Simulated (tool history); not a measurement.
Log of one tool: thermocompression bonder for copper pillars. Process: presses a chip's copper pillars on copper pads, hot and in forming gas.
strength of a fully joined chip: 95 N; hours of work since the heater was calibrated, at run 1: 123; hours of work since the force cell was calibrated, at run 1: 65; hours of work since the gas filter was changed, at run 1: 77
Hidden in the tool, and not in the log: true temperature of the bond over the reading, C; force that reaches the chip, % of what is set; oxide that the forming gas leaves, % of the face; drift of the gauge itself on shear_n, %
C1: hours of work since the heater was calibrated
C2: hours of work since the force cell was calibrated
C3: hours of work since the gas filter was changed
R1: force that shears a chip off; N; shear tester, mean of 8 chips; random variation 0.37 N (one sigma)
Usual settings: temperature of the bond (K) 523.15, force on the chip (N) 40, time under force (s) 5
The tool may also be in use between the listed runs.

Run 1, hour 0: usual settings; C1 123; C2 65; C3 77. Result: R1 50.5 N.
Run 2, hour 20.5: usual settings; C1 132; C2 74; C3 85. Result: R1 49.6 N.
Run 3, hour 41.1: usual settings; C1 141; C2 82; C3 94. Result: R1 50.2 N.
Run 4, hour 51.9: usual settings; C1 145; C2 87; C3 98. Result: R1 50.1 N.
Run 5, hour 74.5: usual settings; C1 154; C2 96; C3 108. Result: R1 50.1 N.
Run 6, hour 84.8: usual settings; C1 159; C2 100; C3 112. Result: R1 49.3 N.
Run 7, hour 101.3: usual settings; C1 166; C2 107; C3 119. Result: R1 50.2 N.
Run 8, hour 124.1: usual settings; C1 175; C2 117; C3 128. Result: R1 49.3 N.
Run 9, hour 139.5: usual settings; C1 182; C2 123; C3 135. Result: R1 49 N.
Run 10, hour 155.5: usual settings; C1 188; C2 130; C3 141. Result: R1 49.3 N.
Run 11, hour 171.5: usual settings; C1 195; C2 136; C3 148. Result: R1 50 N.
Run 12, hour 192.4: usual settings; C1 204; C2 145; C3 157. Result: R1 50 N.
Run 13, hour 202.7: usual settings; C1 208; C2 149; C3 161. Result: R1 49 N.
Run 14, hour 215.6: usual settings; C1 213; C2 155; C3 166. Result: R1 49.3 N.
Run 15, hour 231.7: usual settings but time under force (s) 6; C1 220; C2 161; C3 173. Result: R1 52.3 N.
Run 16, hour 254.4: usual settings but time under force (s) 6; C1 229; C2 171; C3 183. Result: R1 51.7 N.
Run 17, hour 268.8: usual settings but force on the chip (N) 33, time under force (s) 6; C1 235; C2 177; C3 189. Result: R1 43.9 N.
Run 18, hour 291.4: usual settings but force on the chip (N) 33, time under force (s) 6; C1 245; C2 186; C3 198. Result: R1 43.4 N.
Run 19, hour 302.2: usual settings but force on the chip (N) 33, time under force (s) 6; C1 249; C2 191; C3 202. Result: R1 42.8 N.
Run 20, hour 318.1: usual settings but force on the chip (N) 33, time under force (s) 6; C1 256; C2 197; C3 209. Result: R1 42.8 N.
Run 21, hour 335.8: usual settings but temperature of the bond (K) 542.15, force on the chip (N) 33, time under force (s) 6; C1 263; C2 205; C3 216. Result: R1 55.3 N.
Run 22, hour 350.5: usual settings but temperature of the bond (K) 542.15, force on the chip (N) 33, time under force (s) 6; C1 269; C2 211; C3 223. Result: R1 56.1 N.
Run 23, hour 363.2: usual settings but temperature of the bond (K) 542.15, time under force (s) 9; C1 275; C2 216; C3 228. Result: R1 71.4 N.
Run 24, hour 381.7: usual settings but temperature of the bond (K) 542.15, force on the chip (N) 27, time under force (s) 12; C1 282; C2 224; C3 236. Result: R1 57.4 N.
Run 25, hour 391.7: usual settings but temperature of the bond (K) 510.15, time under force (s) 4; C1 286; C2 228; C3 240. Result: R1 37.3 N.
At hour 398.5: forming gas filter changed.
Run 26, hour 412.5: usual settings but temperature of the bond (K) 510.15, time under force (s) 4; C1 295; C2 236; C3 6. Result: R1 37.9 N.
Run 27, hour 431.5: usual settings but temperature of the bond (K) 521.15, force on the chip (N) 30, time under force (s) 7; C1 303; C2 244; C3 14. Result: R1 40.7 N.
Run 28, hour 453.7: usual settings but temperature of the bond (K) 504.15, time under force (s) 7; C1 312; C2 254; C3 23. Result: R1 41.5 N.
Run 29, hour 467.8: usual settings; C1 318; C2 259; C3 29. Result: R1 50.3 N.
Run 30, hour 483.8: usual settings but temperature of the bond (K) 539.15, force on the chip (N) 31; C1 325; C2 266; C3 36. Result: R1 49.1 N.
Run 31, hour 504.1: usual settings but temperature of the bond (K) 497.15, force on the chip (N) 36; C1 333; C2 275; C3 44. Result: R1 28.3 N.
Run 32, hour 525.6: usual settings but temperature of the bond (K) 497.15, force on the chip (N) 36; C1 342; C2 284; C3 53. Result: R1 28.2 N.
Run 33, hour 547.4: usual settings but temperature of the bond (K) 497.15, force on the chip (N) 58, time under force (s) 4; C1 351; C2 293; C3 62. Result: R1 44.9 N.
Run 34, hour 564.6: usual settings but temperature of the bond (K) 522.15, force on the chip (N) 32, time under force (s) 7; C1 358; C2 300; C3 69. Result: R1 43.9 N.
Run 35, hour 584.1: usual settings but temperature of the bond (K) 522.15, force on the chip (N) 32, time under force (s) 7; C1 366; C2 308; C3 77. Result: R1 44.1 N.
Run 36, hour 595.6: usual settings but temperature of the bond (K) 522.15, force on the chip (N) 32, time under force (s) 7; C1 371; C2 313; C3 82. Result: R1 44.5 N.
Run 37, hour 611.1: usual settings but temperature of the bond (K) 522.15, force on the chip (N) 32, time under force (s) 7; C1 378; C2 319; C3 88. Result: R1 44 N.
Run 38, hour 624.5: usual settings but temperature of the bond (K) 509.15, time under force (s) 3; C1 383; C2 325; C3 94. Result: R1 32.8 N.
Run 39, hour 646.2: usual settings but temperature of the bond (K) 509.15, time under force (s) 3; C1 392; C2 334; C3 103. Result: R1 32.3 N.
Run 40, hour 663.7: usual settings but temperature of the bond (K) 509.15, time under force (s) 3; C1 399; C2 341; C3 110. Result: R1 32.5 N.

3 ways to go on from here, each from the tool as it stands after run 40. What would each give?
Run A, hour 680.5: usual settings but temperature of the bond (K) 495.15; C1 406; C2 348; C3 117. Result: R1 ?.
Run B, hour 680.5: usual settings but temperature of the bond (K) 547.15, force on the chip (N) 24, time under force (s) 13; C1 406; C2 348; C3 117. Result: R1 ?.
Run C, hour 680.5: usual settings but temperature of the bond (K) 502.15, force on the chip (N) 42, time under force (s) 10; C1 406; C2 348; C3 117. Result: R1 ?.

run    R1
  A  30.1
  B  57.1
  C  47.6
Without the tool's hidden state the same runs would have given:
run    R1
  A  31.1
  B  58.4
  C    49
